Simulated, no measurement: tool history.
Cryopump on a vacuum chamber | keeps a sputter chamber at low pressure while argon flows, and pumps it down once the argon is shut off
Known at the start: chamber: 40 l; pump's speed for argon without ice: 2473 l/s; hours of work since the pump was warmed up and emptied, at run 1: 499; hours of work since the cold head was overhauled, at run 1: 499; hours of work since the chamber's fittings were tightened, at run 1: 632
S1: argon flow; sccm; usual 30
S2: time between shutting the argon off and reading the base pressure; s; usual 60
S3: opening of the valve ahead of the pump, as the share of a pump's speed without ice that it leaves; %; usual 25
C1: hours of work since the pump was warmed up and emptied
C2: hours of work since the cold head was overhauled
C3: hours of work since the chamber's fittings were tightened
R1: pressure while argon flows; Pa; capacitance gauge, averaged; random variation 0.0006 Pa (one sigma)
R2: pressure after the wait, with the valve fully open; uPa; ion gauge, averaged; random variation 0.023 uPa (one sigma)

run 1 hour=0 | S1=30 S2=60 S3=25 | C1=499 C2=499 C3=632 | R1=0.0842 R2=1.4
run 2 hour=22.1 | S1=30 S2=60 S3=25 | C1=511 C2=511 C3=644 | R1=0.0848 R2=1.39
run 3 hour=48.7 | S1=30 S2=60 S3=25 | C1=527 C2=527 C3=660 | R1=0.0841 R2=1.36
run 4 hour=73.1 | S1=30 S2=60 S3=25 | C1=541 C2=541 C3=674 | R1=0.0841 R2=1.43
run 5 hour=94 | S1=30 S2=60 S3=25 | C1=553 C2=553 C3=686 | R1=0.0838 R2=1.45
run 6 hour=135.7 | S1=30 S2=60 S3=25 | C1=577 C2=577 C3=710 | R1=0.0846 R2=1.43
run 7 hour=173 | S1=21 S2=60 S3=25 | C1=598 C2=598 C3=731 | R1=0.0593 R2=1.46
run 8 hour=201 | S1=30 S2=20 S3=25 | C1=614 C2=614 C3=747 | R1=0.0851 R2=2.85
run 9 hour=223.9 | S1=30 S2=60 S3=25 | C1=628 C2=628 C3=761 | R1=0.0848 R2=1.44
run 10 hour=261.3 | S1=17 S2=60 S3=25 | C1=649 C2=649 C3=782 | R1=0.0477 R2=1.52
run 11 hour=302.9 | S1=17 S2=60 S3=25 | C1=673 C2=673 C3=806 | R1=0.0483 R2=1.61
run 12 hour=336 | S1=17 S2=284 S3=24 | C1=692 C2=692 C3=825 | R1=0.049 R2=1
run 13 hour=357.7 | S1=46 S2=284 S3=24 | C1=705 C2=705 C3=838 | R1=0.1363 R2=1.01
run 14 hour=386.4 | S1=51 S2=171 S3=42 | C1=721 C2=721 C3=854 | R1=0.088 R2=1.12
run 15 hour=403.9 | S1=51 S2=204 S3=20 | C1=731 C2=731 C3=864 | R1=0.1807 R2=1.11
run 16 hour=435.5 | S1=51 S2=147 S3=49 | C1=749 C2=749 C3=882 | R1=0.0769 R2=1.26
-- hour=461.3 pump warmed up, emptied and cooled again
run 17 hour=477.4 | S1=17 S2=60 S3=28 | C1=9 C2=771 C3=904 | R1=0.0414 R2=1.58
run 18 hour=516 | S1=26 S2=97 S3=40 | C1=32 C2=793 C3=926 | R1=0.0439 R2=1.31

Forecast each of these 4 alternatives for the next run:
run A hour=548.6 | S1=18 S2=78 S3=47 | C1=50 C2=812 C3=945 | R1=? R2=?
run B hour=548.6 | S1=26 S2=97 S3=50 | C1=50 C2=812 C3=945 | R1=? R2=?
run C hour=548.6 | S1=14 S2=143 S3=26 | C1=50 C2=812 C3=945 | R1=? R2=?
run D hour=548.6 | S1=48 S2=60 S3=42 | C1=50 C2=812 C3=945 | R1=? R2=?

run=A R1=0.0262 R2=1.38
run=B R1=0.0359 R2=1.3
run=C R1=0.0369 R2=1.19
run=D R1=0.0781 R2=1.56
Without the tool's hidden state the same runs would have given:
run=A R1=0.0259 R2=0.63
run=B R1=0.0354 R2=0.54
run=C R1=0.0366 R2=0.42
run=D R1=0.0772 R2=0.77
